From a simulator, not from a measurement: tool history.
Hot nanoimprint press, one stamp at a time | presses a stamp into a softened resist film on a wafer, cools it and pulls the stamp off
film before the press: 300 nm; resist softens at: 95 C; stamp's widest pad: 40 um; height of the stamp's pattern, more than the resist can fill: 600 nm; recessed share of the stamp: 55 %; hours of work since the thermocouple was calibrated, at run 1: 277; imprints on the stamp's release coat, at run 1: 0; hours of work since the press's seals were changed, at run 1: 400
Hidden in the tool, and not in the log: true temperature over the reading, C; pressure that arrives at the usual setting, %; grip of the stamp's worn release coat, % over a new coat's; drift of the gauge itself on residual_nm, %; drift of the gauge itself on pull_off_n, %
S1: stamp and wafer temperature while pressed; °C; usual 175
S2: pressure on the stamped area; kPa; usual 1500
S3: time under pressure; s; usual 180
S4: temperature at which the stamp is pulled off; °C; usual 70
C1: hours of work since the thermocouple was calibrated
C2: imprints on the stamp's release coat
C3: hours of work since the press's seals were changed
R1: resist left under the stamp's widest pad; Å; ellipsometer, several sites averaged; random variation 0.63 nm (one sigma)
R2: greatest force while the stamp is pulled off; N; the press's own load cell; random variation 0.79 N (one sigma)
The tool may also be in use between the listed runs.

Run 1, hour 0: usual settings; C1 277; C2 0; C3 400. Result: R1 1285 Å, R2 132.7 N.
Run 2, hour 46.3: usual settings; C1 297; C2 153; C3 420. Result: R1 1294 Å, R2 132.9 N.
Run 3, hour 70.4: usual settings; C1 307; C2 232; C3 430. Result: R1 1290 Å, R2 131.1 N.
Run 4, hour 122.4: usual settings but S4 55 °C; C1 329; C2 404; C3 452. Result: R1 1300 Å, R2 144.9 N.
Run 5, hour 157.6: usual settings but S4 55 °C; C1 344; C2 520; C3 467. Result: R1 1290 Å, R2 144.9 N.
Run 6, hour 206.9: usual settings but S4 55 °C; C1 365; C2 682; C3 488. Result: R1 1291 Å, R2 144.5 N.
At hour 221.7: stamp cleaned and given a new release coat.
Run 7, hour 255: usual settings but S1 181 °C; C1 382; C2 110; C3 506. Result: R1 1029 Å, R2 133.7 N.
At hour 286.2: plate thermocouple calibrated.
Run 8, hour 306.5: usual settings but S1 181 °C; C1 9; C2 270; C3 526. Result: R1 1029 Å, R2 132.9 N.
Run 9, hour 338.3: usual settings but S1 180 °C, S3 174 s; C1 22; C2 375; C3 540. Result: R1 1074 Å, R2 132.9 N.
Run 10, hour 380.7: usual settings but S3 285 s; C1 40; C2 514; C3 557. Result: R1 1095 Å, R2 134.7 N.
Run 11, hour 435.3: usual settings but S1 180 °C, S2 1050 kPa; C1 63; C2 694; C3 581. Result: R1 1286 Å, R2 133.4 N.
At hour 446.1: stamp cleaned and given a new release coat.
Run 12, hour 493: usual settings but S3 107 s, S4 58 °C; C1 85; C2 154; C3 602. Result: R1 1537 Å, R2 143.1 N.
Run 13, hour 536.1: usual settings but S2 910 kPa; C1 103; C2 296; C3 621. Result: R1 1655 Å, R2 133.4 N.
Run 14, hour 569.9: usual settings but S2 1080 kPa, S4 64 °C; C1 117; C2 408; C3 635. Result: R1 1522 Å, R2 136.6 N.
Run 15, hour 604.8: usual settings but S2 1080 kPa, S4 64 °C; C1 132; C2 522; C3 650. Result: R1 1524 Å, R2 137.2 N.

3 ways to go on from here, each from the tool as it stands after run 15. What would each give?
Run A, hour 641.1: usual settings but S1 178 °C, S2 1120 kPa, S3 282 s; C1 147; C2 642; C3 665. Result: R1 ?, R2 ?.
Run B, hour 641.1: usual settings but S1 180 °C, S2 1980 kPa, S4 62 °C; C1 147; C2 642; C3 665. Result: R1 ?, R2 ?.
Run C, hour 641.1: usual settings but S2 950 kPa, S3 176 s, S4 64 °C; C1 147; C2 642; C3 665. Result: R1 ?, R2 ?.

run    R1     R2
  A  1151  133.4
  B   914  139.5
  C  1637  137.6
Without the tool's hidden state the same runs would have given:
run    R1     R2
  A  1149    133
  B   912    139
  C  1635  137.2
